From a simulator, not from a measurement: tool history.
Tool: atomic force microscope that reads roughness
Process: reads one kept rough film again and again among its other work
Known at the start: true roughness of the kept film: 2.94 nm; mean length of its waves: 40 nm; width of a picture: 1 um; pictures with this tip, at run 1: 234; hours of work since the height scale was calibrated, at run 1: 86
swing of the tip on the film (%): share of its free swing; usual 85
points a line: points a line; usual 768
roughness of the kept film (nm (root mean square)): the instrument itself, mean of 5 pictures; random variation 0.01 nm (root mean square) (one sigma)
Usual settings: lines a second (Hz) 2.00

run     day  lines a second (Hz)  swing of the tip on the film (%)  points a line  pictures with this tip  hours of work since the height scale was calibrated  roughness of the kept film (nm (root mean square))
  1   0.000                 2.00                                85            768                     234                                                   86                                               2.218
  2   0.433                 2.00                                85            768                     250                                                   93                                               2.207
  3   1.375                 2.00                                85            768                     284                                                  110                                               2.169
      2.342  -- new tip fitted
  4   2.342                 2.00                                85            768                       0                                                  127                                               2.421
  5   3.179                 2.00                                85            768                      31                                                  142                                               2.397
  6   3.871                 2.00                                85            768                      56                                                  154                                               2.375
  7   4.554                 2.51                                85            768                      81                                                  167                                               2.266
  8   5.046                 2.00                                85            768                      99                                                  175                                               2.353
  9   5.921                 2.00                                85            768                     131                                                  191                                               2.304
 10   6.612                 2.00                                85            768                     156                                                  203                                               2.310
 11   7.079                 2.00                                85            386                     173                                                  212                                               2.281
 12   7.967                 2.00                                85            386                     206                                                  228                                               2.251
 13   8.629                 2.00                                85            386                     230                                                  239                                               2.235
 14   9.375                 2.00                                85            386                     257                                                  253                                               2.216
 15  10.258                 2.00                                71            768                     290                                                  268                                               2.385
 16  10.804                 2.05                                82            450                     309                                                  278                                               2.221
     10.917  -- height scale calibrated on a step standard
     11.196  -- new tip fitted
 17  11.533                 2.67                                85            262                      12                                                   11                                               2.306
 18  12.000                 2.00                                85            427                      29                                                   19                                               2.406
 19  12.742                 2.00                                85            427                      56                                                   32                                               2.393
 20  13.346                 2.00                                85            427                      78                                                   43                                               2.381
 21  14.200                 2.00                                85            820                     110                                                   58                                               2.357
 22  14.629                 2.00                                76            768                     125                                                   66                                               2.452
 23  15.262                 1.65                                85            768                     148                                                   77                                               2.356
     15.992  -- height scale calibrated on a step standard, once more
 24  16.050                 0.62                                68            768                     176                                                    1                                               2.623
 25  16.804                 2.00                                64            768                     203                                                   15                                               2.499
 26  17.579                 1.84                                79            277                     231                                                   28                                               2.337
 27  18.062                 1.84                                79            277                     249                                                   37                                               2.322
 28  19.004                 2.00                                70            577                     284                                                   54                                               2.405

Hidden state at the last listed run before each entry between runs and at the first one after, where it differs:
Between runs 3 and 4: new tip fitted (day 2.342)
  radius of the tip, nm: 23 -> 7.4; height scale over the true one, %: -0.03 -> -0.01
  measured less the result without the state, roughness of the kept film (nm (root mean square)): -0.239 -> -0.008
Between runs 16 and 17: height scale calibrated on a step standard (day 10.917); new tip fitted (day 11.196)
  radius of the tip, nm: 21.8 -> 7.6; height scale over the true one, %: 0.18 -> 0.31
  measured less the result without the state, roughness of the kept film (nm (root mean square)): -0.224 -> -0.002
Between runs 23 and 24: height scale calibrated on a step standard, once more (day 15.992)
  radius of the tip, nm: 13.8 -> 15.2; height scale over the true one, %: 0.4 -> 0.14
  measured less the result without the state, roughness of the kept film (nm (root mean square)): -0.101 -> -0.144
